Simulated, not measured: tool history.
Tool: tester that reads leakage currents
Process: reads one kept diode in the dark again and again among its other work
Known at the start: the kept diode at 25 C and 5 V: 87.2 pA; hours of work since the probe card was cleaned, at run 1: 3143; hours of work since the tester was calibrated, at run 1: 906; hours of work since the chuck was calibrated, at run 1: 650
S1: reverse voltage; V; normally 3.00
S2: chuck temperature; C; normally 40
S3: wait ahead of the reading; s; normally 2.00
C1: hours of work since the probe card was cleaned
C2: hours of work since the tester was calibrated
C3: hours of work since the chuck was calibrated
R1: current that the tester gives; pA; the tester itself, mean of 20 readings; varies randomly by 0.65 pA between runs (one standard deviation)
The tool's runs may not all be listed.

| run | hour | S1 | S2 | S3 | C1 | C2 | C3 | R1 |
|---|---|---|---|---|---|---|---|---|
| 1 | 0.0 | 3.00 | 40 | 2.00 | 3143 | 906 | 650 | 236.06 |
| 2 | 56.9 | 3.00 | 40 | 0.68 | 3169 | 932 | 677 | 237.37 |
| 3 | 114.4 | 3.00 | 40 | 2.91 | 3196 | 958 | 703 | 237.34 |
| 4 | 170.2 | 3.00 | 40 | 2.91 | 3221 | 984 | 729 | 235.95 |
| 5 | 197.5 | 3.00 | 40 | 2.91 | 3234 | 996 | 741 | 236.35 |
| 6 | 263.8 | 3.00 | 40 | 2.91 | 3264 | 1027 | 772 | 238.18 |
| 7 | 293.2 | 3.00 | 40 | 2.91 | 3278 | 1040 | 785 | 238.03 |
| 8 | 341.0 | 3.00 | 40 | 2.91 | 3300 | 1062 | 807 | 237.77 |
| 9 | 397.1 | 3.00 | 40 | 2.91 | 3326 | 1088 | 833 | 238.82 |
| 10 | 436.5 | 3.00 | 40 | 2.91 | 3344 | 1106 | 851 | 240.40 |
|  | 442.8 | tester calibrated |
| 11 | 498.4 | 3.00 | 40 | 2.91 | 3371 | 26 | 879 | 240.74 |
| 12 | 549.1 | 1.72 | 40 | 0.57 | 3395 | 49 | 902 | 176.59 |
| 13 | 587.4 | 3.00 | 40 | 3.47 | 3412 | 67 | 920 | 241.96 |
| 14 | 645.9 | 6.90 | 37 | 2.00 | 3439 | 93 | 947 | 310.43 |
| 15 | 683.6 | 2.06 | 33 | 3.60 | 3457 | 111 | 964 | 117.57 |
|  | 690.6 | probe card cleaned and baked |
|  | 713.8 | tester calibrated, once more |
| 16 | 730.7 | 3.00 | 32 | 2.00 | 18 | 8 | 983 | 126.37 |

Same runs, no hidden state in the tool, same run-to-run variation:
The tool's hidden condition here consists of: stray current of the dirty probe card, pA a volt; current scale over the true one, %; true chuck temperature over the reading, C; drift of the gauge itself on leakage_pa, %.
| run | R1 |
|---|---|
| 1 | 216.97 |
| 2 | 217.76 |
| 3 | 217.19 |
| 4 | 215.46 |
| 5 | 215.60 |
| 6 | 216.72 |
| 7 | 216.34 |
| 8 | 215.70 |
| 9 | 216.18 |
| 10 | 217.28 |
| 11 | 216.87 |
| 12 | 160.08 |
| 13 | 217.19 |
| 14 | 269.86 |
| 15 | 103.24 |
| 16 | 116.66 |

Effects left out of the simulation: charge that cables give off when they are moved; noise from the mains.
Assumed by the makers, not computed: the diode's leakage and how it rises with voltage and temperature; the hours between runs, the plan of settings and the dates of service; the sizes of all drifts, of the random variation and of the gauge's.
